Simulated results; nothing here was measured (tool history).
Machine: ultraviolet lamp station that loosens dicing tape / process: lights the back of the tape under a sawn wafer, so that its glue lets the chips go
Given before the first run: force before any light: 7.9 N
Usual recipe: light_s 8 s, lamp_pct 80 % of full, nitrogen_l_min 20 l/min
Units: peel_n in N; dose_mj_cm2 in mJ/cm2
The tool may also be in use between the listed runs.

run 1 day=0 | light_s=8 lamp_pct=80 nitrogen_l_min=20 | peel_n=0.259 dose_mj_cm2=363
run 2 day=1.188 | light_s=8 lamp_pct=80 nitrogen_l_min=20 | peel_n=0.26 dose_mj_cm2=358
run 3 day=2.067 | light_s=8 lamp_pct=80 nitrogen_l_min=20 | peel_n=0.265 dose_mj_cm2=362
run 4 day=3.075 | light_s=8 lamp_pct=80 nitrogen_l_min=20 | peel_n=0.271 dose_mj_cm2=363
run 5 day=4.067 | light_s=8 lamp_pct=80 nitrogen_l_min=20 | peel_n=0.27 dose_mj_cm2=355
run 6 day=5.9 | light_s=8 lamp_pct=80 nitrogen_l_min=20 | peel_n=0.284 dose_mj_cm2=352
run 7 day=6.862 | light_s=8 lamp_pct=80 nitrogen_l_min=14 | peel_n=0.387 dose_mj_cm2=354
run 8 day=7.925 | light_s=14 lamp_pct=80 nitrogen_l_min=14 | peel_n=0.141 dose_mj_cm2=618
run 9 day=9.333 | light_s=14 lamp_pct=80 nitrogen_l_min=14 | peel_n=0.152 dose_mj_cm2=601
run 10 day=10.821 | light_s=8 lamp_pct=80 nitrogen_l_min=23 | peel_n=0.252 dose_mj_cm2=344
run 11 day=11.675 | light_s=8 lamp_pct=80 nitrogen_l_min=23 | peel_n=0.258 dose_mj_cm2=347
run 12 day=12.896 | light_s=8 lamp_pct=80 nitrogen_l_min=20 | peel_n=0.291 dose_mj_cm2=346
run 13 day=14.188 | light_s=8 lamp_pct=80 nitrogen_l_min=20 | peel_n=0.294 dose_mj_cm2=341
run 14 day=15.004 | light_s=8 lamp_pct=80 nitrogen_l_min=20 | peel_n=0.294 dose_mj_cm2=339
run 15 day=16.025 | light_s=8 lamp_pct=80 nitrogen_l_min=20 | peel_n=0.301 dose_mj_cm2=336
run 16 day=17.808 | light_s=10 lamp_pct=80 nitrogen_l_min=20 | peel_n=0.198 dose_mj_cm2=415
-- day=18.688 window cleaned of glue's vapour
run 17 day=18.729 | light_s=12 lamp_pct=80 nitrogen_l_min=20 | peel_n=0.126 dose_mj_cm2=551
run 18 day=20.271 | light_s=12 lamp_pct=80 nitrogen_l_min=20 | peel_n=0.147 dose_mj_cm2=546
run 19 day=21.888 | light_s=12 lamp_pct=80 nitrogen_l_min=20 | peel_n=0.153 dose_mj_cm2=543
run 20 day=23.408 | light_s=12 lamp_pct=80 nitrogen_l_min=20 | peel_n=0.138 dose_mj_cm2=542
run 21 day=24.85 | light_s=8 lamp_pct=80 nitrogen_l_min=20 | peel_n=0.256 dose_mj_cm2=355
run 22 day=26.329 | light_s=9 lamp_pct=96 nitrogen_l_min=20 | peel_n=0.163 dose_mj_cm2=476
run 23 day=27.308 | light_s=6 lamp_pct=88 nitrogen_l_min=32 | peel_n=0.278 dose_mj_cm2=291
run 24 day=28.262 | light_s=6 lamp_pct=69 nitrogen_l_min=8 | peel_n=1.531 dose_mj_cm2=228
run 25 day=29.871 | light_s=6 lamp_pct=69 nitrogen_l_min=8 | peel_n=1.51 dose_mj_cm2=231
run 26 day=30.962 | light_s=13 lamp_pct=76 nitrogen_l_min=9 | peel_n=0.228 dose_mj_cm2=533
run 27 day=32.288 | light_s=6 lamp_pct=91 nitrogen_l_min=6 | peel_n=1.165 dose_mj_cm2=295
run 28 day=33.562 | light_s=6 lamp_pct=91 nitrogen_l_min=6 | peel_n=1.181 dose_mj_cm2=291
run 29 day=34.396 | light_s=6 lamp_pct=85 nitrogen_l_min=6 | peel_n=1.376 dose_mj_cm2=273
run 30 day=35.333 | light_s=9 lamp_pct=80 nitrogen_l_min=20 | peel_n=0.232 dose_mj_cm2=380
run 31 day=37.033 | light_s=9 lamp_pct=74 nitrogen_l_min=25 | peel_n=0.229 dose_mj_cm2=351
run 32 day=38.008 | light_s=8 lamp_pct=80 nitrogen_l_min=29 | peel_n=0.221 dose_mj_cm2=335
run 33 day=39.717 | light_s=15 lamp_pct=92 nitrogen_l_min=22 | peel_n=0.123 dose_mj_cm2=711
run 34 day=41.525 | light_s=16 lamp_pct=73 nitrogen_l_min=20 | peel_n=0.143 dose_mj_cm2=601
run 35 day=42.358 | light_s=7 lamp_pct=80 nitrogen_l_min=14 | peel_n=0.622 dose_mj_cm2=289
run 36 day=43.112 | light_s=14 lamp_pct=86 nitrogen_l_min=20 | peel_n=0.129 dose_mj_cm2=615
run 37 day=44.533 | light_s=13 lamp_pct=93 nitrogen_l_min=31 | peel_n=0.124 dose_mj_cm2=610
run 38 day=45.538 | light_s=4 lamp_pct=72 nitrogen_l_min=36 | peel_n=1.21 dose_mj_cm2=149
run 39 day=46.496 | light_s=8 lamp_pct=88 nitrogen_l_min=20 | peel_n=0.279 dose_mj_cm2=348
run 40 day=48.121 | light_s=5 lamp_pct=80 nitrogen_l_min=25 | peel_n=0.796 dose_mj_cm2=197
run 41 day=49.462 | light_s=9 lamp_pct=97 nitrogen_l_min=10 | peel_n=0.346 dose_mj_cm2=423
run 42 day=51.075 | light_s=9 lamp_pct=97 nitrogen_l_min=10 | peel_n=0.327 dose_mj_cm2=424

Below are 5 alternative next runs, each starting from the tool's condition after run 42. Predict each:
run A day=52.779 | light_s=9 lamp_pct=63 nitrogen_l_min=22 | peel_n=? dose_mj_cm2=?
run B day=52.779 | light_s=7 lamp_pct=80 nitrogen_l_min=29 | peel_n=? dose_mj_cm2=?
run C day=52.779 | light_s=9 lamp_pct=97 nitrogen_l_min=23 | peel_n=? dose_mj_cm2=?
run D day=52.779 | light_s=11 lamp_pct=90 nitrogen_l_min=7 | peel_n=? dose_mj_cm2=?
run E day=52.779 | light_s=6 lamp_pct=97 nitrogen_l_min=11 | peel_n=? dose_mj_cm2=?

run=A peel_n=0.435 dose_mj_cm2=276
run=B peel_n=0.376 dose_mj_cm2=272
run=C peel_n=0.173 dose_mj_cm2=424
run=D peel_n=0.377 dose_mj_cm2=482
run=E peel_n=0.771 dose_mj_cm2=283
Stripped of hidden state, with their random variation kept, the same runs would have yielded:
run=A peel_n=0.224 dose_mj_cm2=371
run=B peel_n=0.203 dose_mj_cm2=367
run=C peel_n=0.129 dose_mj_cm2=571
run=D peel_n=0.202 dose_mj_cm2=649
run=E peel_n=0.396 dose_mj_cm2=380
